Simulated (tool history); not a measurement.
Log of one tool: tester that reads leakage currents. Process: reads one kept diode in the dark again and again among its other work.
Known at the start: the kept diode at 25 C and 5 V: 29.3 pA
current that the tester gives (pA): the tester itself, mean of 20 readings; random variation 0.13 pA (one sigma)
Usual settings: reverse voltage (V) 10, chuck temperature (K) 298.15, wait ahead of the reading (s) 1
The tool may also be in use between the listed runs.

| run | hour | reverse voltage (V) | chuck temperature (K) | wait ahead of the reading (s) | current that the tester gives (pA) |
|---|---|---|---|---|---|
| 1 | 0 | 10 | 298.15 | 1 | 47.89 |
| 2 | 121.8 | 10 | 298.15 | 1 | 48.09 |
| 3 | 189.8 | 10 | 298.15 | 1 | 48.38 |
| 4 | 310.2 | 10 | 298.15 | 1 | 48.8 |
| 5 | 396.5 | 10 | 298.15 | 1 | 48.69 |
| 6 | 533.7 | 10 | 298.15 | 1 | 48.99 |
| 7 | 608.1 | 10 | 298.15 | 1 | 49.49 |
| 8 | 729.5 | 10 | 298.15 | 1 | 49.69 |
| 9 | 842.2 | 10 | 298.15 | 1 | 49.86 |
| 10 | 966.5 | 10 | 294.15 | 1 | 40.19 |
| 11 | 1088.9 | 10 | 294.15 | 1 | 41.28 |
| 12 | 1225.5 | 10 | 294.15 | 1 | 41.22 |
| 13 | 1307.9 | 10 | 294.15 | 1 | 41.55 |
| 14 | 1370.8 | 10 | 298.15 | 1 | 51.21 |
| 15 | 1441.2 | 10 | 298.15 | 0.34 | 52.19 |
|  | 1517.9 | chuck's temperature calibrated |
| 16 | 1523.4 | 10 | 298.15 | 0.34 | 58.05 |
| 17 | 1638.7 | 10 | 298.15 | 1 | 57.06 |
| 18 | 1699.2 | 10 | 298.15 | 3.32 | 56.45 |
| 19 | 1820.8 | 10 | 298.15 | 3.32 | 57.07 |
| 20 | 1905.1 | 10 | 298.15 | 1 | 57.62 |
| 21 | 2039.3 | 1.2 | 293.15 | 1 | 12.25 |
| 22 | 2137.7 | 1.3 | 307.15 | 1.45 | 31.59 |
| 23 | 2218.7 | 10 | 293.15 | 7.37 | 45.45 |
| 24 | 2297.1 | 10 | 293.15 | 7.37 | 45.71 |
| 25 | 2376.2 | 10 | 298.15 | 0.71 | 58.87 |
| 26 | 2466.7 | 1.1 | 298.15 | 0.71 | 16.03 |
| 27 | 2574.8 | 10 | 318.15 | 0.47 | 179.52 |
| 28 | 2636.8 | 2 | 312.15 | 0.6 | 53.72 |
| 29 | 2742.3 | 2 | 312.15 | 0.6 | 53.51 |
| 30 | 2847 | 13.7 | 297.15 | 1.18 | 70.64 |
| 31 | 2916.6 | 13.7 | 297.15 | 1.18 | 70.77 |
| 32 | 2976.3 | 13.7 | 297.15 | 1.18 | 71.4 |
| 33 | 3111.7 | 13.7 | 297.15 | 1.18 | 71.59 |
| 34 | 3243.4 | 4.5 | 332.15 | 0.99 | 264.71 |
| 35 | 3379 | 8.3 | 326.15 | 1 | 255.49 |
|  | 3472.6 | probe card cleaned and baked |
| 36 | 3512.5 | 1 | 331.15 | 1 | 117.44 |
| 37 | 3624.7 | 2.2 | 331.15 | 1 | 171.07 |
| 38 | 3764.5 | 1.4 | 319.15 | 2.21 | 64.49 |
| 39 | 3883.5 | 1.4 | 319.15 | 2.21 | 64.46 |
| 40 | 3968.2 | 3.6 | 296.15 | 0.49 | 21.03 |

Hidden state or all else? Some run-to-run changes of current that the tester gives (pA), split into what the settings, what came in and random variation would give without the hidden state, and what is left for the hidden state (with any gauge scatter that isn't in both results):
The hidden state here: stray current of the dirty probe card, pA a volt; current scale over the true one, %; true chuck temperature over the reading, C; drift of the gauge itself on leakage_pa, %.
Run 25 -> 26: reverse voltage (V) 10 -> 1.1. current that the tester gives (pA) -42.84: hidden state -15.66, all else -27.18.
Run 26 -> 27: reverse voltage (V) 1.1 -> 10, chuck temperature (K) 298.15 -> 318.15, wait ahead of the reading (s) 0.71 -> 0.47. current that the tester gives (pA) +163.49: hidden state +13.13, all else +150.36.
Run 29 -> 30: reverse voltage (V) 2 -> 13.7, chuck temperature (K) 312.15 -> 297.15, wait ahead of the reading (s) 0.6 -> 1.18. current that the tester gives (pA) +17.13: hidden state +23.67, all else -6.54.
Run 33 -> 34: reverse voltage (V) 13.7 -> 4.5, chuck temperature (K) 297.15 -> 332.15, wait ahead of the reading (s) 1.18 -> 0.99. current that the tester gives (pA) +193.12: hidden state -28.33, all else +221.45.
Run 35 -> 36: reverse voltage (V) 8.3 -> 1, chuck temperature (K) 326.15 -> 331.15, probe card cleaned and baked. current that the tester gives (pA) -138.05: hidden state -12.77, all else -125.28.
